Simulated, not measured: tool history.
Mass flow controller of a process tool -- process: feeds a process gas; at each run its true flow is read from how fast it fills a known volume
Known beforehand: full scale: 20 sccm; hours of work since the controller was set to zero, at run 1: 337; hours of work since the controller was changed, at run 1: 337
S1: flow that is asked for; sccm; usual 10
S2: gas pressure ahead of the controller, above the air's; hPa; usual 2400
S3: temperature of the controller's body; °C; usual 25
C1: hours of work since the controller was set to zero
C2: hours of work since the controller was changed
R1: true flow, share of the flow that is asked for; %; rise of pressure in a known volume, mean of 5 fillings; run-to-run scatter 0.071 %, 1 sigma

run    hour  S1    S2  S3    C1    C2     R1
  1     0.0  10  2400  25   337   337  99.14
  2   233.8  10  2400  25   428   428  99.10
  3   439.1  10  2400  25   507   507  99.11
  4   557.4  10  2400  25   553   553  99.12
  5   719.0  10  2400  25   616   616  99.06
  6   880.9   7  2400  25   678   678  98.65
  7  1074.9   7  2400  25   754   754  98.65
  8  1253.6   3  1930  25   823   823  97.57
  9  1492.2   9  1790  25   915   915  98.33
 10  1603.5   2  2790  35   958   958  96.91
 11  1776.0  10  2400  33  1025  1025  98.60
 12  1911.9  18  1940  29  1078  1078  99.07
 13  2031.8  18  1940  29  1124  1124  99.10

Selected run-to-run steps in R1, each split into two signed amounts: the part the tool would show with no hidden state at all (from settings, incoming material and random variation), and the remainder, which goes to the hidden state together with any gauge scatter not common to the measured and the hidden-state-free results:
What the log doesn't record here: flow at rest that the sensor doesn't see, % of full scale; true flow over the shown one, %; drift of the gauge itself on true_pct, %.
Run 9 -> 10: S1 9 -> 2, S2 1790 -> 2790, S3 25 -> 35. R1 -1.42 %: hidden state -1.26, all else -0.16.
Run 10 -> 11: S1 2 -> 10, S2 2790 -> 2400, S3 35 -> 33. R1 +1.69 %: hidden state +1.23, all else +0.46.

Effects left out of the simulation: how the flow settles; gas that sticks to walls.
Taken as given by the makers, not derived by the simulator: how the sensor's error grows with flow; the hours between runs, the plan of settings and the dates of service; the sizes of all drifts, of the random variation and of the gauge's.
